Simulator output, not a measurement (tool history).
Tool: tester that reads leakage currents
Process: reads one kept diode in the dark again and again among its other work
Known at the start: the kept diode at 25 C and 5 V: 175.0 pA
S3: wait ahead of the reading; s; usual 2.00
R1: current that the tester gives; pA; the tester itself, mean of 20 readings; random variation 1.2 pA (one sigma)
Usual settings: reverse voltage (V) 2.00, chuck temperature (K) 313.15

run 1 day=0.000 | reverse_voltage_(V)=2.00 chuck_temperature_(K)=313.15 S3=2.00 | R1=410.26
run 2 day=1.821 | reverse_voltage_(V)=2.00 chuck_temperature_(K)=313.15 S3=2.00 | R1=412.39
run 3 day=3.079 | reverse_voltage_(V)=2.00 chuck_temperature_(K)=313.15 S3=6.79 | R1=413.89
run 4 day=5.667 | reverse_voltage_(V)=2.00 chuck_temperature_(K)=313.15 S3=2.00 | R1=411.80
run 5 day=8.038 | reverse_voltage_(V)=2.00 chuck_temperature_(K)=313.15 S3=2.00 | R1=411.81
run 6 day=9.712 | reverse_voltage_(V)=2.00 chuck_temperature_(K)=313.15 S3=2.00 | R1=412.03
run 7 day=12.221 | reverse_voltage_(V)=2.00 chuck_temperature_(K)=313.15 S3=2.00 | R1=410.63
run 8 day=14.175 | reverse_voltage_(V)=2.00 chuck_temperature_(K)=313.15 S3=2.00 | R1=413.09
run 9 day=16.008 | reverse_voltage_(V)=2.00 chuck_temperature_(K)=313.15 S3=0.31 | R1=411.79
run 10 day=17.467 | reverse_voltage_(V)=2.00 chuck_temperature_(K)=318.15 S3=0.31 | R1=627.06
run 11 day=18.812 | reverse_voltage_(V)=2.00 chuck_temperature_(K)=318.15 S3=0.31 | R1=625.28
run 12 day=20.750 | reverse_voltage_(V)=3.03 chuck_temperature_(K)=313.15 S3=2.00 | R1=514.58
run 13 day=23.279 | reverse_voltage_(V)=6.05 chuck_temperature_(K)=299.15 S3=2.93 | R1=212.39
run 14 day=24.767 | reverse_voltage_(V)=2.00 chuck_temperature_(K)=313.15 S3=5.58 | R1=411.11
run 15 day=25.950 | reverse_voltage_(V)=2.00 chuck_temperature_(K)=313.15 S3=5.58 | R1=412.82
run 16 day=27.271 | reverse_voltage_(V)=2.00 chuck_temperature_(K)=313.15 S3=5.58 | R1=411.40
run 17 day=29.904 | reverse_voltage_(V)=2.46 chuck_temperature_(K)=300.15 S3=1.86 | R1=145.82
run 18 day=32.496 | reverse_voltage_(V)=1.74 chuck_temperature_(K)=300.15 S3=1.86 | R1=120.87
run 19 day=34.454 | reverse_voltage_(V)=1.74 chuck_temperature_(K)=300.15 S3=1.86 | R1=121.34
run 20 day=35.842 | reverse_voltage_(V)=15.58 chuck_temperature_(K)=300.15 S3=1.20 | R1=388.13
run 21 day=38.138 | reverse_voltage_(V)=2.00 chuck_temperature_(K)=313.15 S3=9.55 | R1=412.18
run 22 day=39.675 | reverse_voltage_(V)=18.04 chuck_temperature_(K)=300.15 S3=2.00 | R1=418.94
run 23 day=41.896 | reverse_voltage_(V)=1.62 chuck_temperature_(K)=303.15 S3=6.01 | R1=154.00
run 24 day=44.579 | reverse_voltage_(V)=2.40 chuck_temperature_(K)=309.15 S3=0.52 | R1=321.61

Forecast each of these 5 alternatives for the next run:
run A day=46.142 | reverse_voltage_(V)=2.00 chuck_temperature_(K)=313.15 S3=2.59 | R1=?
run B day=46.142 | reverse_voltage_(V)=2.00 chuck_temperature_(K)=313.15 S3=1.67 | R1=?
run C day=46.142 | reverse_voltage_(V)=18.15 chuck_temperature_(K)=331.15 S3=0.52 | R1=?
run D day=46.142 | reverse_voltage_(V)=2.75 chuck_temperature_(K)=297.15 S3=0.35 | R1=?
run E day=46.142 | reverse_voltage_(V)=3.50 chuck_temperature_(K)=298.15 S3=0.43 | R1=?

run=A R1=412.88
run=B R1=413.84
run=C R1=5638.31
run=D R1=116.70
run=E R1=146.01
Without the tool's hidden state the same runs would have given:
run=A R1=412.10
run=B R1=413.05
run=C R1=5628.81
run=D R1=116.41
run=E R1=145.65
